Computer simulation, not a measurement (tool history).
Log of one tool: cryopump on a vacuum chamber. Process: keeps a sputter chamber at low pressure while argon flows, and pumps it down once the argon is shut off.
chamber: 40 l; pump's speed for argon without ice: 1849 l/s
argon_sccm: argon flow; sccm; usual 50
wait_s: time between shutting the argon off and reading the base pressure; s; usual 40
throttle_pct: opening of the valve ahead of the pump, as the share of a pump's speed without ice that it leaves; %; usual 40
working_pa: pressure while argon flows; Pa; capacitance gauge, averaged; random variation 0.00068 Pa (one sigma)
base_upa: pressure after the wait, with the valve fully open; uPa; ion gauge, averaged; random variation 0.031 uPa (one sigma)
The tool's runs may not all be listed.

run 1 hour=0 | argon_sccm=50 wait_s=40 throttle_pct=40 | working_pa=0.1221 base_upa=1.83
run 2 hour=7.2 | argon_sccm=32 wait_s=40 throttle_pct=40 | working_pa=0.0778 base_upa=1.94
run 3 hour=16 | argon_sccm=32 wait_s=40 throttle_pct=40 | working_pa=0.078 base_upa=1.9
run 4 hour=24 | argon_sccm=21 wait_s=40 throttle_pct=40 | working_pa=0.0522 base_upa=1.92
run 5 hour=37.1 | argon_sccm=50 wait_s=40 throttle_pct=40 | working_pa=0.1228 base_upa=1.85
run 6 hour=45.7 | argon_sccm=50 wait_s=40 throttle_pct=40 | working_pa=0.1233 base_upa=1.86
run 7 hour=63.1 | argon_sccm=50 wait_s=40 throttle_pct=24 | working_pa=0.199 base_upa=1.93
run 8 hour=70.6 | argon_sccm=50 wait_s=40 throttle_pct=24 | working_pa=0.1971 base_upa=1.87
run 9 hour=84.9 | argon_sccm=87 wait_s=40 throttle_pct=24 | working_pa=0.347 base_upa=1.92
run 10 hour=95.3 | argon_sccm=87 wait_s=40 throttle_pct=24 | working_pa=0.3461 base_upa=1.97
run 11 hour=111.4 | argon_sccm=87 wait_s=40 throttle_pct=24 | working_pa=0.3468 base_upa=1.92
run 12 hour=118.9 | argon_sccm=87 wait_s=40 throttle_pct=24 | working_pa=0.3493 base_upa=1.92
run 13 hour=133.8 | argon_sccm=58 wait_s=40 throttle_pct=24 | working_pa=0.2302 base_upa=1.95
run 14 hour=145.9 | argon_sccm=50 wait_s=40 throttle_pct=40 | working_pa=0.1241 base_upa=1.98
run 15 hour=154.9 | argon_sccm=43 wait_s=40 throttle_pct=40 | working_pa=0.1059 base_upa=1.9
run 16 hour=172.1 | argon_sccm=51 wait_s=40 throttle_pct=40 | working_pa=0.1259 base_upa=1.92
run 17 hour=181.2 | argon_sccm=50 wait_s=40 throttle_pct=47 | working_pa=0.1077 base_upa=1.97
run 18 hour=193.5 | argon_sccm=50 wait_s=40 throttle_pct=47 | working_pa=0.1077 base_upa=1.91
run 19 hour=202.8 | argon_sccm=25 wait_s=40 throttle_pct=58 | working_pa=0.045 base_upa=1.93
run 20 hour=220.4 | argon_sccm=25 wait_s=40 throttle_pct=58 | working_pa=0.0454 base_upa=1.96
run 21 hour=227.6 | argon_sccm=25 wait_s=40 throttle_pct=58 | working_pa=0.0446 base_upa=1.93
run 22 hour=241.2 | argon_sccm=49 wait_s=241 throttle_pct=22 | working_pa=0.2152 base_upa=0.81
run 23 hour=254 | argon_sccm=59 wait_s=23 throttle_pct=40 | working_pa=0.1493 base_upa=3.02
run 24 hour=265.1 | argon_sccm=26 wait_s=157 throttle_pct=30 | working_pa=0.0848 base_upa=0.91
run 25 hour=281.7 | argon_sccm=47 wait_s=21 throttle_pct=53 | working_pa=0.093 base_upa=3.25
run 26 hour=289 | argon_sccm=47 wait_s=40 throttle_pct=21 | working_pa=0.2154 base_upa=1.94
run 27 hour=300.2 | argon_sccm=77 wait_s=231 throttle_pct=19 | working_pa=0.3885 base_upa=0.81
run 28 hour=314.7 | argon_sccm=35 wait_s=66 throttle_pct=28 | working_pa=0.1235 base_upa=1.45
run 29 hour=330.2 | argon_sccm=35 wait_s=66 throttle_pct=28 | working_pa=0.1239 base_upa=1.42
run 30 hour=339.2 | argon_sccm=35 wait_s=63 throttle_pct=28 | working_pa=0.1246 base_upa=1.55

5 ways to go on from here, each from the tool as it stands after run 30. What would each give?
run A hour=349.8 | argon_sccm=43 wait_s=40 throttle_pct=40 | working_pa=? base_upa=?
run B hour=349.8 | argon_sccm=91 wait_s=45 throttle_pct=40 | working_pa=? base_upa=?
run C hour=349.8 | argon_sccm=46 wait_s=56 throttle_pct=50 | working_pa=? base_upa=?
run D hour=349.8 | argon_sccm=61 wait_s=40 throttle_pct=40 | working_pa=? base_upa=?
run E hour=349.8 | argon_sccm=50 wait_s=45 throttle_pct=40 | working_pa=? base_upa=?

run=A working_pa=0.1097 base_upa=2.06
run=B working_pa=0.2323 base_upa=1.83
run=C working_pa=0.0962 base_upa=1.61
run=D working_pa=0.1552 base_upa=1.97
run=E working_pa=0.1276 base_upa=1.79
Without the tool's hidden state the same runs would have given:
run=A working_pa=0.0981 base_upa=1.6
run=B working_pa=0.2078 base_upa=1.39
run=C working_pa=0.0839 base_upa=1.16
run=D working_pa=0.1388 base_upa=1.52
run=E working_pa=0.1142 base_upa=1.36
